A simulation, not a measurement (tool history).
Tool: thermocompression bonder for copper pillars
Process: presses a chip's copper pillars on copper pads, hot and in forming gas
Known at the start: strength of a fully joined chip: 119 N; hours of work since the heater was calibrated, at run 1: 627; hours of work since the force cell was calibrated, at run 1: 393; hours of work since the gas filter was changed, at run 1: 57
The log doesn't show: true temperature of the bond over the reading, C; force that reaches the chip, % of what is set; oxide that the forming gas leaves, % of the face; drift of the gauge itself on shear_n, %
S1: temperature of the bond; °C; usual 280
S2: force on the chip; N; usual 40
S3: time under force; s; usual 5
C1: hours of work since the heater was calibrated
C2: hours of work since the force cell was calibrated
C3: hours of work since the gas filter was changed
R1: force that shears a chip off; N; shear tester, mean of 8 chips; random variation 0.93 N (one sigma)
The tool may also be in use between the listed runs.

run,hour,S1,S2,S3,C1,C2,C3,R1
1,0.0,280,40,5,627,393,57,74.7
2,11.8,280,40,5,634,400,64,75.5
3,26.6,285,40,5,644,410,74,77.8
4,34.9,285,40,5,649,415,79,79.8
5,42.4,280,40,5,654,419,84,75.1
6,60.3,280,40,5,665,431,95,74.5
7,71.0,280,40,4,671,437,101,69.2
# hour 73.9: heater calibrated with a thermocouple chip
8,85.7,251,40,5,7,445,109,55.1
9,95.0,251,40,5,13,451,115,55.0
10,110.1,261,44,10,23,460,125,78.5
11,128.5,280,40,13,34,472,136,91.4
# hour 133.5: heater calibrated with a thermocouple chip, once more
12,141.1,280,40,10,5,478,143,92.7
13,154.2,280,40,10,13,487,151,94.0
14,171.6,279,54,8,24,497,162,100.2
15,183.3,280,43,4,31,505,169,77.0
16,200.1,280,43,4,41,515,179,77.0
17,208.4,292,42,4,47,520,184,84.2

Forecast run 18:
18,217.6,292,42,4,52,526,190,?

{"run 18": {"R1": 80.9}}
Without the tool's hidden state the same run would have given R1 82.1 N.
